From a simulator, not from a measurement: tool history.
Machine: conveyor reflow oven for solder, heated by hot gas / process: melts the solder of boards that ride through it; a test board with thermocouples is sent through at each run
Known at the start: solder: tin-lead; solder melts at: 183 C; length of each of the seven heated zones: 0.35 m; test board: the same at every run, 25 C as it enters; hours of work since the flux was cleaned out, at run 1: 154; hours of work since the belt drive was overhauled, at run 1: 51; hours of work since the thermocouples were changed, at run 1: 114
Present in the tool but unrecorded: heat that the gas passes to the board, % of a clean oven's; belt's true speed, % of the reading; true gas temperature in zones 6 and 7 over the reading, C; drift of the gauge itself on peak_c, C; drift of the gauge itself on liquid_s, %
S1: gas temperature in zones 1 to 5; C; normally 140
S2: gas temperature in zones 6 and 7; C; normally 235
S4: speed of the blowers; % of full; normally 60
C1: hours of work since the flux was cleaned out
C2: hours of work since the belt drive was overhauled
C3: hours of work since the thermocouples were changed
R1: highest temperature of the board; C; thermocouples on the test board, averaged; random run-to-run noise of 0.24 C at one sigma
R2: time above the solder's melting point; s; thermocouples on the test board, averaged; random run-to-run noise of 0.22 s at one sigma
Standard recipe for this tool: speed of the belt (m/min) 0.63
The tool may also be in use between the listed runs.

run 1 hour=0 | S1=140 S2=235 speed_of_the_belt_(m/min)=0.63 S4=60 | C1=154 C2=51 C3=114 | R1=215.8 R2=48.9
run 2 hour=25.9 | S1=140 S2=235 speed_of_the_belt_(m/min)=0.745 S4=60 | C1=165 C2=62 C3=126 | R1=209.9 R2=36
run 3 hour=53 | S1=147 S2=235 speed_of_the_belt_(m/min)=0.63 S4=60 | C1=177 C2=74 C3=138 | R1=217.2 R2=52.6
run 4 hour=66.9 | S1=147 S2=235 speed_of_the_belt_(m/min)=0.63 S4=60 | C1=183 C2=80 C3=144 | R1=217 R2=52.4
run 5 hour=90.4 | S1=147 S2=235 speed_of_the_belt_(m/min)=0.63 S4=60 | C1=194 C2=91 C3=154 | R1=216.9 R2=52.1
run 6 hour=117 | S1=140 S2=235 speed_of_the_belt_(m/min)=0.63 S4=72 | C1=205 C2=102 C3=166 | R1=217.8 R2=50.2
run 7 hour=144.2 | S1=140 S2=235 speed_of_the_belt_(m/min)=0.63 S4=72 | C1=217 C2=114 C3=178 | R1=217.5 R2=50.5
run 8 hour=168.4 | S1=140 S2=235 speed_of_the_belt_(m/min)=0.63 S4=57 | C1=228 C2=125 C3=188 | R1=214.2 R2=48.2
run 9 hour=182.5 | S1=140 S2=235 speed_of_the_belt_(m/min)=0.63 S4=57 | C1=234 C2=131 C3=195 | R1=214.4 R2=48.1
run 10 hour=200.9 | S1=140 S2=235 speed_of_the_belt_(m/min)=0.63 S4=57 | C1=242 C2=139 C3=203 | R1=214.2 R2=48.3
run 11 hour=223.4 | S1=140 S2=235 speed_of_the_belt_(m/min)=0.63 S4=57 | C1=252 C2=149 C3=213 | R1=214.8 R2=48.1
run 12 hour=252.1 | S1=140 S2=235 speed_of_the_belt_(m/min)=0.63 S4=57 | C1=265 C2=162 C3=225 | R1=214.3 R2=48
run 13 hour=268.8 | S1=153 S2=235 speed_of_the_belt_(m/min)=0.63 S4=57 | C1=272 C2=169 C3=233 | R1=217.6 R2=54.5
run 14 hour=286 | S1=153 S2=235 speed_of_the_belt_(m/min)=0.63 S4=57 | C1=280 C2=177 C3=240 | R1=217.1 R2=54.4
run 15 hour=300.3 | S1=152 S2=235 speed_of_the_belt_(m/min)=0.63 S4=60 | C1=286 C2=183 C3=246 | R1=217.3 R2=54.7
run 16 hour=331.5 | S1=154 S2=228 speed_of_the_belt_(m/min)=0.671 S4=70 | C1=300 C2=197 C3=260 | R1=212 R2=47.9
run 17 hour=357.1 | S1=140 S2=235 speed_of_the_belt_(m/min)=0.63 S4=69 | C1=311 C2=208 C3=271 | R1=216.8 R2=49.5
run 18 hour=390.2 | S1=141 S2=235 speed_of_the_belt_(m/min)=0.736 S4=87 | C1=326 C2=222 C3=286 | R1=214.2 R2=40.8
run 19 hour=409.5 | S1=131 S2=246 speed_of_the_belt_(m/min)=0.552 S4=59 | C1=334 C2=231 C3=294 | R1=226.8 R2=61.6
run 20 hour=425.9 | S1=148 S2=247 speed_of_the_belt_(m/min)=0.552 S4=59 | C1=341 C2=238 C3=302 | R1=230.8 R2=69.2
-- hour=432.6 belt drive overhauled, speed set with a stopwatch
run 21 hour=443.4 | S1=148 S2=247 speed_of_the_belt_(m/min)=0.552 S4=59 | C1=347 C2=5 C3=308 | R1=231 R2=69.2
-- hour=466.2 flux residue cleaned out of gas plates and filters
run 22 hour=466.2 | S1=148 S2=247 speed_of_the_belt_(m/min)=0.552 S4=59 | C1=0 C2=13 C3=315 | R1=232.6 R2=70.3
run 23 hour=482.5 | S1=150 S2=245 speed_of_the_belt_(m/min)=0.631 S4=77 | C1=7 C2=20 C3=323 | R1=229.9 R2=61.1
run 24 hour=497 | S1=134 S2=235 speed_of_the_belt_(m/min)=0.63 S4=82 | C1=14 C2=26 C3=329 | R1=219.8 R2=50.9
run 25 hour=527.5 | S1=140 S2=231 speed_of_the_belt_(m/min)=0.709 S4=60 | C1=27 C2=40 C3=342 | R1=209.5 R2=38.8
run 26 hour=542.3 | S1=140 S2=231 speed_of_the_belt_(m/min)=0.709 S4=60 | C1=33 C2=46 C3=349 | R1=209.8 R2=38.7
-- hour=561.9 belt drive overhauled, speed set with a stopwatch, once more
run 27 hour=567.3 | S1=140 S2=237 speed_of_the_belt_(m/min)=0.752 S4=60 | C1=43 C2=2 C3=358 | R1=211.6 R2=37.5
run 28 hour=596.6 | S1=140 S2=235 speed_of_the_belt_(m/min)=0.759 S4=60 | C1=56 C2=15 C3=371 | R1=209.6 R2=35.8
run 29 hour=610.7 | S1=143 S2=225 speed_of_the_belt_(m/min)=0.552 S4=60 | C1=62 C2=21 C3=377 | R1=212.7 R2=55.9
run 30 hour=626.7 | S1=134 S2=229 speed_of_the_belt_(m/min)=0.618 S4=89 | C1=69 C2=28 C3=384 | R1=215.5 R2=49

How the hidden state differs across the entries between the runs, from the last listed run before each to the first after it:
Logged between run 20 and run 21: belt drive overhauled, speed set with a stopwatch (hour 432.6)
  heat that the gas passes to the board, % of a clean oven's: 91 -> 90.9; belt's true speed, % of the reading: 99.57 -> 99.36; true gas temperature in zones 6 and 7 over the reading, C: 0.27 -> 0.28
  measured result minus the result with no hidden state, R1: -1.7 -> -1.7 C; R2: -0.6 -> -0.4 s
Logged between run 21 and run 22: flux residue cleaned out of gas plates and filters (hour 466.2)
  heat that the gas passes to the board, % of a clean oven's: 90.9 -> 99.8; belt's true speed, % of the reading: 99.36 -> 99.35; true gas temperature in zones 6 and 7 over the reading, C: 0.28 -> 0.29
  measured result minus the result with no hidden state, R1: -1.7 -> +0.5 C; R2: -0.4 -> +0.7 s
Logged between run 26 and run 27: belt drive overhauled, speed set with a stopwatch, once more (hour 561.9)
  heat that the gas passes to the board, % of a clean oven's: 98.9 -> 98.7; belt's true speed, % of the reading: 99.3 -> 100.06; true gas temperature in zones 6 and 7 over the reading, C: 0.35 -> 0.37
  measured result minus the result with no hidden state, R1: +0.2 -> -0.2 C; R2: +0.4 -> -0.2 s
